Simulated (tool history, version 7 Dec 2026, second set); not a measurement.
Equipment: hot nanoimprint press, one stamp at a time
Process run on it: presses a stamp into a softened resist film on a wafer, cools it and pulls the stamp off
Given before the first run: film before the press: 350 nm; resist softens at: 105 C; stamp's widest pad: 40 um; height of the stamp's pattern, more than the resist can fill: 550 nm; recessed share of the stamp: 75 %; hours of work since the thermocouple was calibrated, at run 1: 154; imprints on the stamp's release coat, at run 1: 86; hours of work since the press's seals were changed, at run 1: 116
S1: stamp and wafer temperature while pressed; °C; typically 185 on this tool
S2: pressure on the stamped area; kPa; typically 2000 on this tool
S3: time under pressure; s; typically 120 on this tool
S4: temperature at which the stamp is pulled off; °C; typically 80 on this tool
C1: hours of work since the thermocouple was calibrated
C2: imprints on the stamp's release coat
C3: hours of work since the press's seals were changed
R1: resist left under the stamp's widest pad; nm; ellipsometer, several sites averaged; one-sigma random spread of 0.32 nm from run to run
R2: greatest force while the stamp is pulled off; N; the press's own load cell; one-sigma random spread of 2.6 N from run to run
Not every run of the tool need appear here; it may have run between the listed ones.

run,day,S1,S2,S3,S4,C1,C2,C3,R1,R2
1,0,185,2000,120,80,154,86,116,142.8,122
2,0.362,185,2000,120,80,159,112,120,142.4,124
3,0.688,185,2000,120,80,162,136,124,142.2,130
4,0.962,185,2000,149,80,165,155,127,131.6,125
5,1.238,182,2000,149,80,169,176,130,147.8,130
6,1.742,182,2000,149,80,174,212,136,147.6,125
7,2.046,182,2000,149,80,178,234,139,148.1,130
8,2.354,185,2000,120,80,181,256,143,141.9,126
9,2.725,185,2000,120,80,185,283,147,142.1,128
10,3.2,185,2000,120,80,191,317,152,142.6,134
11,3.417,185,2000,120,80,193,333,155,141.4,134
12,3.871,185,2000,120,80,198,366,160,142.2,136
13,4.254,185,2000,229,80,203,393,164,112.1,137
14,4.521,195,2000,229,80,206,413,167,75.5,138
15,4.854,195,2000,229,80,209,437,171,75.2,137
# day 5.012: plate thermocouple calibrated
16,5.425,195,2000,229,80,5,469,176,75,139
17,5.879,185,1350,120,73,10,502,181,173.4,156
18,6.325,176,1810,120,68,15,534,186,208.1,165
19,6.662,197,3200,120,80,19,559,190,68.1,138
20,6.979,186,3080,143,71,22,582,194,99.9,157
# day 7.308: plate thermocouple calibrated, once more
21,7.521,186,3080,143,71,2,612,198,102.1,169
22,7.925,186,3080,143,71,7,641,203,102.2,166
23,8.321,185,1270,120,69,11,669,208,182.5,176
24,8.75,191,1550,120,80,16,701,212,131.9,148
25,9.262,173,2230,120,84,22,738,218,216.3,143
26,9.721,173,2000,120,71,27,771,223,225.7,177
27,10.192,173,2000,120,71,33,805,229,224.9,187
28,10.471,173,2000,120,71,36,825,232,225.6,182

What if the next run were any one of these 5? Each begins from the tool's condition after run 28:
A,10.829,185,1300,128,80,40,851,236,?,?
B,10.829,173,1430,151,72,40,851,236,?,?
C,10.829,173,2000,91,66,40,851,236,?,?
D,10.829,185,2000,120,67,40,851,236,?,?
E,10.829,173,1620,140,71,40,851,236,?,?

run,R1,R2
A,176.4,154
B,242.6,175
C,242.4,192
D,144,190
E,236,186
Without the tool's hidden state the same runs would have given:
run,R1,R2
A,176.3,117
B,242.5,133
C,242.2,145
D,143.8,144
E,235.9,141
